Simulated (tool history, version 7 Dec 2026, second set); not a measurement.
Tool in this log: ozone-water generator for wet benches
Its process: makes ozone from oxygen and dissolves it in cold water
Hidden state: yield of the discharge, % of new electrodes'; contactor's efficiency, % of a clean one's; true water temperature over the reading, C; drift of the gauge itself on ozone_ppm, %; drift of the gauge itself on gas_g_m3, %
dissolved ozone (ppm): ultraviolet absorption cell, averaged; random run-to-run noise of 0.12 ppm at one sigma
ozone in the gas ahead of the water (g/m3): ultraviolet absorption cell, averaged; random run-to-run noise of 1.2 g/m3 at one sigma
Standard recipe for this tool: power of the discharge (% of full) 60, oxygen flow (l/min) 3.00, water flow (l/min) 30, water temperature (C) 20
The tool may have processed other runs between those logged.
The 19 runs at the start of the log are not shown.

| run | hour | power of the discharge (% of full) | oxygen flow (l/min) | water flow (l/min) | water temperature (C) | hours of work since the electrodes were changed | hours of work since the contactor was cleaned | hours of work since the thermometer was calibrated | dissolved ozone (ppm) | ozone in the gas ahead of the water (g/m3) |
|---|---|---|---|---|---|---|---|---|---|---|
| 20 | 451.4 | 60 | 3.53 | 30 | 14 | 424 | 4320 | 1841 | 12.0 | 195.9 |
| 21 | 475.7 | 60 | 3.53 | 30 | 14 | 445 | 4340 | 1861 | 12.1 | 195.5 |
| 22 | 495.4 | 60 | 3.53 | 30 | 14 | 461 | 4357 | 1878 | 12.1 | 195.3 |
| 23 | 513.1 | 60 | 3.53 | 30 | 14 | 476 | 4372 | 1893 | 11.9 | 196.2 |
| 24 | 538.5 | 69 | 3.02 | 20 | 14 | 498 | 4394 | 1915 | 18.9 | 231.7 |
| 25 | 566.1 | 62 | 3.02 | 19 | 14 | 521 | 4417 | 1938 | 18.2 | 210.9 |
| 26 | 595.7 | 92 | 1.62 | 24 | 20 | 546 | 4442 | 1963 | 14.8 | 363.3 |
| 27 | 610.5 | 60 | 2.18 | 26 | 21 | 559 | 4455 | 1976 | 10.7 | 231.7 |
| 28 | 624.2 | 60 | 1.73 | 41 | 21 | 571 | 4466 | 1987 | 5.7 | 248.7 |
| 29 | 651.1 | 41 | 3.00 | 27 | 13 | 593 | 4489 | 2010 | 9.1 | 149.6 |
| 30 | 675.1 | 41 | 3.00 | 27 | 13 | 614 | 4510 | 2031 | 9.4 | 149.2 |
| 31 | 697.2 | 81 | 3.72 | 30 | 24 | 633 | 4528 | 2049 | 14.3 | 244.0 |
| 32 | 724.7 | 81 | 3.72 | 30 | 24 | 656 | 4552 | 2073 | 14.3 | 244.0 |
| 33 | 745.7 | 60 | 3.35 | 38 | 20 | 674 | 4570 | 2090 | 8.5 | 199.2 |
| 34 | 762.7 | 77 | 5.22 | 28 | 27 | 688 | 4584 | 2105 | 15.5 | 210.1 |

Below are 3 alternative next runs, each starting from the tool's condition after run 34. Predict each:
| A | 784.8 | 73 | 3.21 | 28 | 24 | 707 | 4603 | 2124 | ? | ? |
| B | 784.8 | 60 | 2.49 | 31 | 15 | 707 | 4603 | 2124 | ? | ? |
| C | 784.8 | 60 | 3.00 | 20 | 20 | 707 | 4603 | 2124 | ? | ? |

| run | dissolved ozone (ppm) | ozone in the gas ahead of the water (g/m3) |
|---|---|---|
| A | 13.3 | 236.9 |
| B | 10.0 | 219.8 |
| C | 15.6 | 206.0 |
What these runs would have given with no unlogged condition in the tool:
| run | dissolved ozone (ppm) | ozone in the gas ahead of the water (g/m3) |
|---|---|---|
| A | 14.1 | 240.0 |
| B | 10.5 | 222.2 |
| C | 16.4 | 208.3 |
